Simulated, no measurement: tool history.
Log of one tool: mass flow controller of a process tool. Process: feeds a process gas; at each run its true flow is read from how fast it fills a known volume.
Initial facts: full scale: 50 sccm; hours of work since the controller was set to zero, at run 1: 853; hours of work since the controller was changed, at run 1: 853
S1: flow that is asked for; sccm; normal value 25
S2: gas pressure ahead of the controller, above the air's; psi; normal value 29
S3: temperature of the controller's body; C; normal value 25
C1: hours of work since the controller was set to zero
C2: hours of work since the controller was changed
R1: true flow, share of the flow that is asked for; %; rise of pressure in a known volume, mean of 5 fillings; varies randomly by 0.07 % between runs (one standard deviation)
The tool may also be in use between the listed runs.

run    hour  S1    S2  S3    C1    C2     R1
  1       0  25    29  25   853   853  98.72
  2   104.8  25    29  25   906   906  98.76
  3   211.6  25    29  25   960   960  98.66
  4   290.2  25    29  25   999   999  98.48
  5   414.3  25    29  25  1062  1062  98.55
  6   506.2  19    29  25  1108  1108  98.19
  7   627.8  25    29  25  1169  1169  98.52
  8   717.6  25    29  28  1215  1215  98.29
  9   800.9  25  22.2  25  1257  1257  98.33
 10   904.8  23    29  25  1309  1309  98.33
 11   996.4  25    29  25  1355  1355  98.44
 12  1092.1  25  29.3  25  1403  1403  98.47
 13  1181.4  25    29  30  1448  1448  97.81
 14  1271.6  25    29  30  1494  1494  97.95
 15  1370.5  25    29  30  1543  1543  98.03
 16  1457.2  25    29  30  1587  1587  97.87
 17  1562.8  25    29  25  1640  1640  98.43
 18  1676.9  25    29  25  1698  1698  98.29
 19  1804.6  25    29  25  1762  1762  98.22
 20  1933.9  25    29  25  1827  1827  98.07
 21  2075.7  25    29  25  1898  1898  98.16
 22  2185.2  25    29  25  1954  1954   98.2
     2199.2  -- controller's zero set anew
 23  2267.8  25    29  25    35  1995  97.78
 24  2409.6  25  22.6  25   106  2066  97.54
 25  2524.5  25  22.6  25   164  2124  97.37
     2595.5  -- controller's zero set anew, once more
 26  2627.6  25  22.6  25    16  2176  98.54
 27  2695.6   7  32.8  25    50  2210  98.25
 28  2757.2  18  22.9  39    81  2241  97.39
 29  2900.8  30    29  21   154  2313  99.32
 30  2984.5  37  22.5  24   196  2356  98.89
 31  3127.8  25  40.3  25   268  2428  99.02
 32  3233.9  25  40.3  25   321  2481  99.03
 33  3371.4  25  34.4  25   391  2550  98.88
 34  3458.1   6  24.8  32   434  2594  96.96
 35  3557.8   6  24.8  32   485  2644  96.73
 36  3636.9  23  21.9  40   524  2684  97.09
 37  3708.7  11  35.7  22   561  2720  98.24
 38  3818.2  11  31.9  35   616  2775  97.19
 39  3891.2   7  21.6  25   652  2812  97.11
 40  4001.7   7  21.6  25   708  2868  97.04
 41  4067.2   7  21.6  25   741  2901  96.98
 42  4132.4   7  21.6  25   774  2934   96.9
 43  4259.7   7  21.5  39   838  2998  95.81
 44  4376.7  10  24.5  21   897  3057   97.5
 45  4484.9  10  24.5  21   951  3111  97.47
 46  4602.1  20  24.5  29  1010  3170  97.59
 47  4668.5   8  29.4  25  1044  3204  96.99
 48  4768.4   8  29.4  25  1094  3254  96.84

Forecast each of these 3 alternatives for the next run:
  A  4882.3  13    29  31  1152  3311   ?
  B  4882.3  24  24.2  31  1152  3311   ?
  C  4882.3   7  27.8  23  1152  3311   ?

run     R1
  A  97.21
  B  97.56
  C  96.72
Had the tool no hidden state, the same runs would have come out as:
run     R1
  A  98.62
  B  98.63
  C  98.74

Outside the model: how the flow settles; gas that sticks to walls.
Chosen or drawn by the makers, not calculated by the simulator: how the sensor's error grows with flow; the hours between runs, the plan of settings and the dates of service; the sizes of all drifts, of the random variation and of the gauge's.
